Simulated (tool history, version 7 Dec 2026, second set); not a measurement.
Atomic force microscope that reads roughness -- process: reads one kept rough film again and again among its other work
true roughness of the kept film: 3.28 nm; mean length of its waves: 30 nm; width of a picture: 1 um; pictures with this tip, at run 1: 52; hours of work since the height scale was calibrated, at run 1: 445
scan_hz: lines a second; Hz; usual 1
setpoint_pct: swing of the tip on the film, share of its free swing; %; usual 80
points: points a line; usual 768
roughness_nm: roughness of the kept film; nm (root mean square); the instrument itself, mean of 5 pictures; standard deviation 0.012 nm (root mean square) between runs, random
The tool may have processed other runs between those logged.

run   hour  scan_hz  setpoint_pct  points  pictures with this tip  hours of work since the height scale was calibrated  roughness_nm
  1      0        1            80     768                      52                                                  445          2.74
  2   36.9        1            80     768                     110                                                  464         2.722
  3   59.3        1            80     768                     146                                                  476         2.758
  4   91.7        1            80     590                     198                                                  492         2.726
  5  128.5     2.21            80     768                     256                                                  511         2.436
  6  146.1        1            80     768                     284                                                  520         2.747
  7  169.5        1            80     510                     322                                                  532         2.742
  8  186.3        1            80     510                     348                                                  541         2.722
     192.4  -- new tip fitted
  9  220.9        1            80     510                      45                                                  558         2.734
 10  252.2        1            80     768                      95                                                  574         2.759
 11  274.9        1            80     768                     132                                                  586         2.734
 12  298.7        1            80     768                     169                                                  598         2.745
 13    331        1            80     768                     221                                                  615         2.727
 14  369.9        1            80     768                     283                                                  635         2.737
 15  386.2        1            80     768                     309                                                  643         2.739
 16    407        1            80     768                     342                                                  654         2.742
     418.5  -- new tip fitted
 17  432.8     2.09            80     768                      23                                                  667         2.472
 18  470.4     2.09            80     768                      83                                                  686         2.474
 19  507.6     2.09            80     768                     142                                                  705         2.472
 20    542     2.09            80     768                     197                                                  723         2.457

Run 21, settings as shown, results not yet in. Your forecast:
 21  578.6     1.85            64     331                     255                                                  742             ?

Run 21 measured roughness_nm 2.796 nm (root mean square).
Without the tool's hidden state the same run would have given roughness_nm 2.802 nm (root mean square).

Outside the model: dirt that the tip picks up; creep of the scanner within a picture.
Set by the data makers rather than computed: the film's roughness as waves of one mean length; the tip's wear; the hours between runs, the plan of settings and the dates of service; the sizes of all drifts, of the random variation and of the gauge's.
